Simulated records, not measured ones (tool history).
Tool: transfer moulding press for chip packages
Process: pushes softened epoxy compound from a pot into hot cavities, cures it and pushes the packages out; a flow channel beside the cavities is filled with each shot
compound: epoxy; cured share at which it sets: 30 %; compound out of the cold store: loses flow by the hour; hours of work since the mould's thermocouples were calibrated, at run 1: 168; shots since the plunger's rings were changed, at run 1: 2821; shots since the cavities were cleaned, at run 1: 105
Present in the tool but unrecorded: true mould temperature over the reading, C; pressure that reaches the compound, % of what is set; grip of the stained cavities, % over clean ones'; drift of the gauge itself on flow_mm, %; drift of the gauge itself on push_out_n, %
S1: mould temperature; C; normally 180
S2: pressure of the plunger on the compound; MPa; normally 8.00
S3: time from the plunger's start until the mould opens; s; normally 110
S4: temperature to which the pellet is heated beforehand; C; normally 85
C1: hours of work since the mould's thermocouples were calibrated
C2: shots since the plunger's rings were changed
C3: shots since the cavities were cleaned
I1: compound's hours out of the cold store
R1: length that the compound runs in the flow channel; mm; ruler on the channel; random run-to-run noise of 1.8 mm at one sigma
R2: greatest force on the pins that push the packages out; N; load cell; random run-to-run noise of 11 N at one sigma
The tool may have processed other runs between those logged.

| run | day | S1 | S2 | S3 | S4 | C1 | C2 | C3 | I1 | R1 | R2 |
|---|---|---|---|---|---|---|---|---|---|---|---|
| 1 | 0.000 | 180 | 8.00 | 110 | 85 | 168 | 2821 | 105 | 31.1 | 581 | 626 |
|  | 1.675 | plunger's sealing rings changed |
|  | 1.738 | cavities cleaned with cleaning compound and waxed |
| 2 | 3.296 | 180 | 8.00 | 110 | 85 | 209 | 348 | 348 | 21.1 | 633 | 782 |
|  | 3.846 | cavities cleaned with cleaning compound and waxed |
|  | 6.050 | cavities cleaned with cleaning compound and waxed |
| 3 | 6.667 | 180 | 8.00 | 110 | 85 | 250 | 1075 | 139 | 35.1 | 568 | 642 |
|  | 8.204 | cavities cleaned with cleaning compound and waxed |
| 4 | 8.312 | 180 | 8.00 | 110 | 85 | 271 | 1429 | 24 | 42.7 | 537 | 526 |
|  | 10.371 | cavities cleaned with cleaning compound and waxed |
| 5 | 10.612 | 180 | 8.00 | 110 | 85 | 299 | 1930 | 55 | 17.1 | 645 | 591 |
|  | 12.629 | cavities cleaned with cleaning compound and waxed |
| 6 | 13.712 | 180 | 8.00 | 110 | 85 | 338 | 2609 | 242 | 47.0 | 518 | 681 |
|  | 14.638 | cavities cleaned with cleaning compound and waxed |
|  | 15.558 | mould's thermocouples calibrated |
|  | 16.550 | plunger's sealing rings changed |
| 7 | 16.671 | 180 | 8.00 | 110 | 85 | 13 | 27 | 413 | 45.5 | 531 | 809 |
|  | 16.996 | cavities cleaned with cleaning compound and waxed |
|  | 19.258 | cavities cleaned with cleaning compound and waxed |
| 8 | 19.454 | 180 | 8.00 | 110 | 85 | 47 | 622 | 44 | 37.8 | 559 | 573 |
|  | 21.312 | cavities cleaned with cleaning compound and waxed |
| 9 | 22.596 | 180 | 8.00 | 110 | 85 | 87 | 1312 | 287 | 47.2 | 519 | 694 |
|  | 23.462 | mould's thermocouples calibrated, once more |
|  | 23.525 | cavities cleaned with cleaning compound and waxed |
| 10 | 24.442 | 180 | 8.00 | 110 | 85 | 12 | 1692 | 205 | 40.2 | 549 | 690 |
|  | 25.671 | cavities cleaned with cleaning compound and waxed |
| 11 | 26.117 | 180 | 8.00 | 110 | 85 | 33 | 2052 | 99 | 16.0 | 648 | 640 |
|  | 27.788 | cavities cleaned with cleaning compound and waxed |
| 12 | 27.996 | 178 | 8.00 | 110 | 85 | 56 | 2459 | 46 | 19.1 | 637 | 619 |
|  | 29.954 | cavities cleaned with cleaning compound and waxed |
| 13 | 30.383 | 178 | 8.00 | 110 | 85 | 86 | 2980 | 96 | 10.0 | 676 | 651 |
|  | 31.342 | plunger's sealing rings changed |
| 14 | 31.971 | 188 | 8.08 | 107 | 85 | 105 | 141 | 428 | 16.8 | 646 | 735 |
|  | 32.300 | cavities cleaned with cleaning compound and waxed |
|  | 34.429 | cavities cleaned with cleaning compound and waxed |
| 15 | 34.817 | 188 | 8.08 | 107 | 85 | 140 | 749 | 86 | 39.9 | 548 | 529 |
|  | 36.462 | cavities cleaned with cleaning compound and waxed |
| 16 | 37.338 | 188 | 8.08 | 107 | 85 | 171 | 1300 | 196 | 45.3 | 520 | 589 |
|  | 38.533 | cavities cleaned with cleaning compound and waxed |
| 17 | 40.246 | 188 | 8.08 | 93 | 79 | 208 | 1937 | 383 | 27.6 | 589 | 740 |
|  | 40.617 | cavities cleaned with cleaning compound and waxed |
|  | 42.712 | cavities cleaned with cleaning compound and waxed |
| 18 | 43.392 | 183 | 9.20 | 127 | 89 | 247 | 2612 | 152 | 21.0 | 665 | 561 |
|  | 44.862 | cavities cleaned with cleaning compound and waxed |
| 19 | 45.008 | 183 | 9.20 | 127 | 89 | 267 | 2961 | 34 | 10.4 | 719 | 482 |
|  | 46.062 | plunger's sealing rings changed |
| 20 | 46.521 | 185 | 7.24 | 102 | 88 | 285 | 102 | 348 | 39.6 | 523 | 734 |
|  | 47.142 | cavities cleaned with cleaning compound and waxed |
|  | 49.183 | cavities cleaned with cleaning compound and waxed |
| 21 | 49.554 | 180 | 8.00 | 141 | 82 | 322 | 754 | 83 | 22.6 | 626 | 493 |
|  | 51.321 | cavities cleaned with cleaning compound and waxed |
| 22 | 52.088 | 180 | 8.18 | 141 | 85 | 354 | 1307 | 172 | 44.5 | 536 | 573 |
|  | 52.779 | mould's thermocouples calibrated |
|  | 53.629 | cavities cleaned with cleaning compound and waxed |
| 23 | 54.071 | 174 | 7.83 | 135 | 86 | 16 | 1718 | 99 | 16.3 | 650 | 619 |
| 24 | 55.504 | 174 | 8.00 | 110 | 85 | 34 | 2038 | 419 | 41.6 | 542 | 1089 |

How the hidden state differs across the entries between the runs, from the last listed run before each to the first after it:
Run 1 -> run 2: plunger's sealing rings changed (day 1.675); cavities cleaned with cleaning compound and waxed (day 1.738)
  true mould temperature over the reading, C: 0.13 -> 0.19; pressure that reaches the compound, % of what is set: 96.23 -> 99.05; grip of the stained cavities, % over clean ones': 21.5 -> 51.6
  the result without the hidden state subtracted from the measured one, R1: -11 -> -3 mm; R2: +107 -> +261 N
Run 2 -> run 3: cavities cleaned with cleaning compound and waxed (day 3.846); cavities cleaned with cleaning compound and waxed (day 6.050)
  true mould temperature over the reading, C: 0.19 -> 0.25; pressure that reaches the compound, % of what is set: 99.05 -> 98.06; grip of the stained cavities, % over clean ones': 51.6 -> 22.4
  the result without the hidden state subtracted from the measured one, R1: -3 -> -6 mm; R2: +261 -> +113 N
Run 3 -> run 4: cavities cleaned with cleaning compound and waxed (day 8.204)
  true mould temperature over the reading, C: 0.25 -> 0.27; pressure that reaches the compound, % of what is set: 98.06 -> 97.62; grip of the stained cavities, % over clean ones': 22.4 -> 4.5
  the result without the hidden state subtracted from the measured one, R1: -6 -> -7 mm; R2: +113 -> +19 N
Run 4 -> run 5: cavities cleaned with cleaning compound and waxed (day 10.371)
  true mould temperature over the reading, C: 0.27 -> 0.31; pressure that reaches the compound, % of what is set: 97.62 -> 96.96; grip of the stained cavities, % over clean ones': 4.5 -> 10.5
  the result without the hidden state subtracted from the measured one, R1: -7 -> -10 mm; R2: +19 -> +50 N
Run 5 -> run 6: cavities cleaned with cleaning compound and waxed (day 12.629)
  true mould temperature over the reading, C: 0.31 -> 0.37; pressure that reaches the compound, % of what is set: 96.96 -> 95.95; grip of the stained cavities, % over clean ones': 10.5 -> 39.3
  the result without the hidden state subtracted from the measured one, R1: -10 -> -11 mm; R2: +50 -> +188 N
Run 6 -> run 7: cavities cleaned with cleaning compound and waxed (day 14.638); mould's thermocouples calibrated (day 15.558); plunger's sealing rings changed (day 16.550)
  true mould temperature over the reading, C: 0.37 -> 0.48; pressure that reaches the compound, % of what is set: 95.95 -> 99.52; grip of the stained cavities, % over clean ones': 39.3 -> 58.5
  the result without the hidden state subtracted from the measured one, R1: -11 -> -2 mm; R2: +188 -> +289 N
Run 7 -> run 8: cavities cleaned with cleaning compound and waxed (day 16.996); cavities cleaned with cleaning compound and waxed (day 19.258)
  true mould temperature over the reading, C: 0.48 -> 0.53; pressure that reaches the compound, % of what is set: 99.52 -> 98.82; grip of the stained cavities, % over clean ones': 58.5 -> 12.4
  the result without the hidden state subtracted from the measured one, R1: -2 -> -4 mm; R2: +289 -> +55 N
Run 8 -> run 9: cavities cleaned with cleaning compound and waxed (day 21.312)
  true mould temperature over the reading, C: 0.53 -> 0.59; pressure that reaches the compound, % of what is set: 98.82 -> 97.82; grip of the stained cavities, % over clean ones': 12.4 -> 40.3
  the result without the hidden state subtracted from the measured one, R1: -4 -> -6 mm; R2: +55 -> +189 N
Run 9 -> run 10: mould's thermocouples calibrated, once more (day 23.462); cavities cleaned with cleaning compound and waxed (day 23.525)
  true mould temperature over the reading, C: 0.59 -> 0.28; pressure that reaches the compound, % of what is set: 97.82 -> 97.32; grip of the stained cavities, % over clean ones': 40.3 -> 33.6
  the result without the hidden state subtracted from the measured one, R1: -6 -> -8 mm; R2: +189 -> +169 N
Run 10 -> run 11: cavities cleaned with cleaning compound and waxed (day 25.671)
  true mould temperature over the reading, C: 0.28 -> 0.31; pressure that reaches the compound, % of what is set: 97.32 -> 96.82; grip of the stained cavities, % over clean ones': 33.6 -> 17.7
  the result without the hidden state subtracted from the measured one, R1: -8 -> -11 mm; R2: +169 -> +89 N
Run 11 -> run 12: cavities cleaned with cleaning compound and waxed (day 27.788)
  true mould temperature over the reading, C: 0.31 -> 0.34; pressure that reaches the compound, % of what is set: 96.82 -> 96.21; grip of the stained cavities, % over clean ones': 17.7 -> 8.9
  the result without the hidden state subtracted from the measured one, R1: -11 -> -13 mm; R2: +89 -> +41 N
Run 12 -> run 13: cavities cleaned with cleaning compound and waxed (day 29.954)
  true mould temperature over the reading, C: 0.34 -> 0.39; pressure that reaches the compound, % of what is set: 96.21 -> 95.46; grip of the stained cavities, % over clean ones': 8.9 -> 18.7
  the result without the hidden state subtracted from the measured one, R1: -13 -> -17 mm; R2: +41 -> +91 N
Run 13 -> run 14: plunger's sealing rings changed (day 31.342)
  true mould temperature over the reading, C: 0.39 -> 0.41; pressure that reaches the compound, % of what is set: 95.46 -> 99.61; grip of the stained cavities, % over clean ones': 18.7 -> 60.4
  the result without the hidden state subtracted from the measured one, R1: -17 -> -2 mm; R2: +91 -> +273 N
Run 14 -> run 15: cavities cleaned with cleaning compound and waxed (day 32.300); cavities cleaned with cleaning compound and waxed (day 34.429)
  true mould temperature over the reading, C: 0.41 -> 0.46; pressure that reaches the compound, % of what is set: 99.61 -> 98.87; grip of the stained cavities, % over clean ones': 60.4 -> 18
  the result without the hidden state subtracted from the measured one, R1: -2 -> -3 mm; R2: +273 -> +79 N
Run 15 -> run 16: cavities cleaned with cleaning compound and waxed (day 36.462)
  true mould temperature over the reading, C: 0.46 -> 0.51; pressure that reaches the compound, % of what is set: 98.87 -> 98.12; grip of the stained cavities, % over clean ones': 18 -> 29.9
  the result without the hidden state subtracted from the measured one, R1: -3 -> -5 mm; R2: +79 -> +134 N
Run 16 -> run 17: cavities cleaned with cleaning compound and waxed (day 38.533)
  true mould temperature over the reading, C: 0.51 -> 0.55; pressure that reaches the compound, % of what is set: 98.12 -> 97.22; grip of the stained cavities, % over clean ones': 29.9 -> 55.2
  the result without the hidden state subtracted from the measured one, R1: -5 -> -9 mm; R2: +134 -> +257 N
Run 17 -> run 18: cavities cleaned with cleaning compound and waxed (day 40.617); cavities cleaned with cleaning compound and waxed (day 42.712)
  true mould temperature over the reading, C: 0.55 -> 0.61; pressure that reaches the compound, % of what is set: 97.22 -> 96.33; grip of the stained cavities, % over clean ones': 55.2 -> 25.1
  the result without the hidden state subtracted from the measured one, R1: -9 -> -13 mm; R2: +257 -> +110 N
Run 18 -> run 19: cavities cleaned with cleaning compound and waxed (day 44.862)
  true mould temperature over the reading, C: 0.61 -> 0.64; pressure that reaches the compound, % of what is set: 96.33 -> 95.81; grip of the stained cavities, % over clean ones': 25.1 -> 5.1
  the result without the hidden state subtracted from the measured one, R1: -13 -> -17 mm; R2: +110 -> +21 N
Run 19 -> run 20: plunger's sealing rings changed (day 46.062)
  true mould temperature over the reading, C: 0.64 -> 0.66; pressure that reaches the compound, % of what is set: 95.81 -> 99.84; grip of the stained cavities, % over clean ones': 5.1 -> 49.7
  the result without the hidden state subtracted from the measured one, R1: -17 -> -1 mm; R2: +21 -> +238 N
Run 20 -> run 21: cavities cleaned with cleaning compound and waxed (day 47.142); cavities cleaned with cleaning compound and waxed (day 49.183)
  true mould temperature over the reading, C: 0.66 -> 0.71; pressure that reaches the compound, % of what is set: 99.84 -> 98.96; grip of the stained cavities, % over clean ones': 49.7 -> 12
  the result without the hidden state subtracted from the measured one, R1: -1 -> -4 mm; R2: +238 -> +50 N
Run 21 -> run 22: cavities cleaned with cleaning compound and waxed (day 51.321)
  true mould temperature over the reading, C: 0.71 -> 0.75; pressure that reaches the compound, % of what is set: 98.96 -> 98.23; grip of the stained cavities, % over clean ones': 12 -> 29
  the result without the hidden state subtracted from the measured one, R1: -4 -> -6 mm; R2: +50 -> +128 N
Run 22 -> run 23: mould's thermocouples calibrated (day 52.779); cavities cleaned with cleaning compound and waxed (day 53.629)
  true mould temperature over the reading, C: 0.75 -> 0.19; pressure that reaches the compound, % of what is set: 98.23 -> 97.67; grip of the stained cavities, % over clean ones': 29 -> 15.9
  the result without the hidden state subtracted from the measured one, R1: -6 -> -8 mm; R2: +128 -> +80 N
